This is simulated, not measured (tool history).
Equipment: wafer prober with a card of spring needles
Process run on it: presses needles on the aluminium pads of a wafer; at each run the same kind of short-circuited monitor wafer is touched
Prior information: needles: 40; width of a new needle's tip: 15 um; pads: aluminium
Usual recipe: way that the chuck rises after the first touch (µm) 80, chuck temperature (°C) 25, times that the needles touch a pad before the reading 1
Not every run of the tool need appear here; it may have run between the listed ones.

run,hour,way that the chuck rises after the first touch (µm),chuck temperature (°C),times that the needles touch a pad before the reading,resistance of one needle with its contact and lead (mohm),way that a needle slides on the pad (µm)
1,0.0,80,25,1,133,13.24
# hour 9.9: tips cleaned on abrasive film
# hour 19.8: tips cleaned on abrasive film
# hour 29.8: tips cleaned on abrasive film
# hour 42.2: tips cleaned on abrasive film
# hour 52.1: tips cleaned on abrasive film
# hour 62.0: tips cleaned on abrasive film
2,62.7,80,25,1,137,13.10
# hour 72.6: tips cleaned on abrasive film
# hour 82.5: tips cleaned on abrasive film
# hour 92.5: tips cleaned on abrasive film
# hour 102.4: tips cleaned on abrasive film
# hour 112.3: tips cleaned on abrasive film
3,117.7,80,32,1,188,12.99
# hour 122.7: tips cleaned on abrasive film
# hour 132.7: tips cleaned on abrasive film
# hour 145.1: tips cleaned on abrasive film
# hour 155.0: tips cleaned on abrasive film
# hour 164.9: tips cleaned on abrasive film
# hour 177.3: tips cleaned on abrasive film
4,179.3,80,32,1,161,12.89
# hour 189.2: tips cleaned on abrasive film
# hour 199.1: tips cleaned on abrasive film
# hour 209.1: tips cleaned on abrasive film
# hour 219.0: tips cleaned on abrasive film
# hour 228.9: tips cleaned on abrasive film
# hour 238.8: tips cleaned on abrasive film
5,245.8,80,32,1,200,12.84
# hour 250.8: tips cleaned on abrasive film
# hour 260.7: tips cleaned on abrasive film
# hour 270.7: tips cleaned on abrasive film
# hour 280.6: tips cleaned on abrasive film
# hour 290.5: tips cleaned on abrasive film
6,299.9,80,25,1,235,12.81
# hour 302.5: tips cleaned on abrasive film, once more
# hour 312.4: tips cleaned on abrasive film
# hour 322.3: tips cleaned on abrasive film
# hour 334.7: tips cleaned on abrasive film
7,341.4,80,25,1,216,12.81
# hour 346.4: tips cleaned on abrasive film
# hour 356.4: tips cleaned on abrasive film
# hour 368.8: tips cleaned on abrasive film
# hour 378.7: tips cleaned on abrasive film
# hour 388.6: tips cleaned on abrasive film
# hour 401.0: tips cleaned on abrasive film
8,402.5,74,25,1,164,11.75
# hour 412.5: tips cleaned on abrasive film
# hour 422.4: tips cleaned on abrasive film
# hour 432.3: tips cleaned on abrasive film
# hour 442.3: tips cleaned on abrasive film
# hour 454.6: tips cleaned on abrasive film
# hour 464.6: tips cleaned on abrasive film
# hour 474.5: tips cleaned on abrasive film
9,481.3,74,25,1,232,11.49
# hour 486.3: tips cleaned on abrasive film
# hour 498.7: tips cleaned on abrasive film
# hour 508.6: tips cleaned on abrasive film
# hour 521.0: tips cleaned on abrasive film
10,528.6,80,25,1,228,12.50
# hour 531.2: tips cleaned on abrasive film
# hour 541.1: tips cleaned on abrasive film
# hour 553.5: tips cleaned on abrasive film
# hour 563.4: tips cleaned on abrasive film
# hour 573.4: tips cleaned on abrasive film
11,580.5,80,25,1,221,12.36
# hour 585.5: tips cleaned on abrasive film
# hour 595.5: tips cleaned on abrasive film
# hour 605.4: tips cleaned on abrasive film
# hour 617.8: tips cleaned on abrasive film
# hour 627.7: tips cleaned on abrasive film
# hour 640.1: tips cleaned on abrasive film
12,644.6,80,25,1,199,12.31
# hour 652.1: tips cleaned on abrasive film
# hour 662.0: tips cleaned on abrasive film
# hour 671.9: tips cleaned on abrasive film
# hour 684.3: tips cleaned on abrasive film
# hour 694.2: tips cleaned on abrasive film
# hour 694.5: height of the first contact set anew
# hour 704.5: tips cleaned on abrasive film
# hour 714.4: tips cleaned on abrasive film
13,723.0,80,25,1,239,13.04
# hour 725.6: tips cleaned on abrasive film
# hour 738.0: tips cleaned on abrasive film
# hour 747.9: tips cleaned on abrasive film
# hour 757.8: tips cleaned on abrasive film
# hour 767.7: tips cleaned on abrasive film
# hour 780.1: tips cleaned on abrasive film
# hour 792.5: tips cleaned on abrasive film
# hour 802.4: tips cleaned on abrasive film
14,803.5,67,67,1,166,11.00
# hour 813.4: tips cleaned on abrasive film
# hour 825.8: tips cleaned on abrasive film
# hour 838.2: tips cleaned on abrasive film
# hour 848.1: tips cleaned on abrasive film
# hour 858.0: tips cleaned on abrasive film
# hour 870.4: tips cleaned on abrasive film
15,878.3,72,28,3,170,11.70
# hour 880.9: tips cleaned on abrasive film
# hour 890.8: tips cleaned on abrasive film
# hour 900.7: tips cleaned on abrasive film
# hour 910.7: tips cleaned on abrasive film
16,919.4,99,28,3,150,16.10
# hour 921.9: tips cleaned on abrasive film
# hour 934.3: tips cleaned on abrasive film
# hour 946.7: tips cleaned on abrasive film
17,956.2,99,28,3,152,16.08
# hour 958.7: tips cleaned on abrasive film
# hour 971.1: tips cleaned on abrasive film
# hour 981.0: tips cleaned on abrasive film
# hour 993.4: tips cleaned on abrasive film
18,1001.6,99,28,3,147,16.07
# hour 1004.2: tips cleaned on abrasive film
# hour 1014.1: tips cleaned on abrasive film
# hour 1026.5: tips cleaned on abrasive film
# hour 1036.4: tips cleaned on abrasive film
19,1043.5,69,28,3,175,11.01
# hour 1048.5: tips cleaned on abrasive film
# hour 1058.5: tips cleaned on abrasive film
# hour 1068.4: tips cleaned on abrasive film
# hour 1078.3: tips cleaned on abrasive film
# hour 1088.2: tips cleaned on abrasive film
# hour 1098.2: tips cleaned on abrasive film
20,1099.3,69,28,3,143,10.90
# hour 1109.2: tips cleaned on abrasive film
# hour 1119.2: tips cleaned on abrasive film
# hour 1129.1: tips cleaned on abrasive film
21,1134.0,61,41,2,220,9.60
# hour 1141.5: tips cleaned on abrasive film
# hour 1153.8: tips cleaned on abrasive film
# hour 1166.2: tips cleaned on abrasive film
# hour 1176.1: tips cleaned on abrasive film
22,1181.6,68,35,2,208,10.75
# hour 1186.6: tips cleaned on abrasive film
# hour 1196.5: tips cleaned on abrasive film
# hour 1208.9: tips cleaned on abrasive film
# hour 1218.8: tips cleaned on abrasive film
# hour 1231.2: tips cleaned on abrasive film
23,1235.1,97,35,2,153,15.34
# hour 1242.6: tips cleaned on abrasive film
# hour 1254.9: tips cleaned on abrasive film
# hour 1267.3: tips cleaned on abrasive film
24,1271.4,68,112,1,252,10.55

Below are 3 alternative next runs, each starting from the tool's condition after run 24. Predict each:
# hour 1278.8: tips cleaned on abrasive film
# hour 1288.8: tips cleaned on abrasive film
# hour 1298.7: tips cleaned on abrasive film
# hour 1308.6: tips cleaned on abrasive film
# hour 1321.0: tips cleaned on abrasive film
A,1327.5,66,112,1,?,?
# hour 1278.8: tips cleaned on abrasive film
# hour 1288.8: tips cleaned on abrasive film
# hour 1298.7: tips cleaned on abrasive film
# hour 1308.6: tips cleaned on abrasive film
# hour 1321.0: tips cleaned on abrasive film
B,1327.5,80,121,1,?,?
# hour 1278.8: tips cleaned on abrasive film
# hour 1288.8: tips cleaned on abrasive film
# hour 1298.7: tips cleaned on abrasive film
# hour 1308.6: tips cleaned on abrasive film
# hour 1321.0: tips cleaned on abrasive film
C,1327.5,87,25,1,?,?

run,resistance of one needle with its contact and lead (mohm),way that a needle slides on the pad (µm)
A,299,10.13
B,244,12.35
C,231,13.74
Had the tool no hidden state, the same runs would have come out as:
run,resistance of one needle with its contact and lead (mohm),way that a needle slides on the pad (µm)
A,133,10.99
B,131,13.21
C,120,14.60
